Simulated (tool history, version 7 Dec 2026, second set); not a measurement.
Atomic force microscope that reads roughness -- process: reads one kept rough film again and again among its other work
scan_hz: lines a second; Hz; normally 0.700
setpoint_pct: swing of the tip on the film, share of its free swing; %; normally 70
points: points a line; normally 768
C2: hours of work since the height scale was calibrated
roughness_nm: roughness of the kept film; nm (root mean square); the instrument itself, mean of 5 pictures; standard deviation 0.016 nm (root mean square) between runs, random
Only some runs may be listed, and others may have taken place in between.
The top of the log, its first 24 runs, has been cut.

{"run": 25, "hour": 279.2, "scan_hz": 3.156, "setpoint_pct": 67, "points": 1017, "pictures with this tip": 46, "C2": 547, "roughness_nm": 3.477}
{"run": 26, "hour": 293.1, "scan_hz": 0.616, "setpoint_pct": 58, "points": 1017, "pictures with this tip": 61, "C2": 556, "roughness_nm": 4.007}
{"run": 27, "hour": 305.9, "scan_hz": 1.404, "setpoint_pct": 62, "points": 1001, "pictures with this tip": 74, "C2": 565, "roughness_nm": 3.834}
{"run": 28, "hour": 318.9, "scan_hz": 1.404, "setpoint_pct": 62, "points": 1001, "pictures with this tip": 88, "C2": 574, "roughness_nm": 3.852}
{"run": 29, "hour": 327.5, "scan_hz": 0.553, "setpoint_pct": 62, "points": 654, "pictures with this tip": 97, "C2": 580, "roughness_nm": 3.982}
{"run": 30, "hour": 333.7, "scan_hz": 3.427, "setpoint_pct": 62, "points": 325, "pictures with this tip": 104, "C2": 585, "roughness_nm": 3.546}
{"run": 31, "hour": 341.8, "scan_hz": 0.7, "setpoint_pct": 76, "points": 430, "pictures with this tip": 112, "C2": 590, "roughness_nm": 3.823}
{"run": 32, "hour": 349.3, "scan_hz": 0.7, "setpoint_pct": 76, "points": 430, "pictures with this tip": 120, "C2": 595, "roughness_nm": 3.798}
{"run": 33, "hour": 359.5, "scan_hz": 1.025, "setpoint_pct": 58, "points": 373, "pictures with this tip": 131, "C2": 602, "roughness_nm": 3.935}
{"run": 34, "hour": 372.6, "scan_hz": 0.7, "setpoint_pct": 70, "points": 283, "pictures with this tip": 145, "C2": 611, "roughness_nm": 3.893}
{"run": 35, "hour": 380.9, "scan_hz": 0.7, "setpoint_pct": 70, "points": 283, "pictures with this tip": 154, "C2": 617, "roughness_nm": 3.855}

Predict each of these 3 candidate next runs independently; none follows another, all start after run 35:
{"run": "A", "hour": 395.5, "scan_hz": 1.725, "setpoint_pct": 70, "points": 768, "pictures with this tip": 169, "C2": 627, "roughness_nm": "?"}
{"run": "B", "hour": 395.5, "scan_hz": 0.879, "setpoint_pct": 88, "points": 279, "pictures with this tip": 169, "C2": 627, "roughness_nm": "?"}
{"run": "C", "hour": 395.5, "scan_hz": 0.7, "setpoint_pct": 70, "points": 944, "pictures with this tip": 169, "C2": 627, "roughness_nm": "?"}

run=A roughness_nm=3.665
run=B roughness_nm=3.528
run=C roughness_nm=3.894
Had the tool no hidden state, the same runs would have come out as:
run=A roughness_nm=3.675
run=B roughness_nm=3.537
run=C roughness_nm=3.904

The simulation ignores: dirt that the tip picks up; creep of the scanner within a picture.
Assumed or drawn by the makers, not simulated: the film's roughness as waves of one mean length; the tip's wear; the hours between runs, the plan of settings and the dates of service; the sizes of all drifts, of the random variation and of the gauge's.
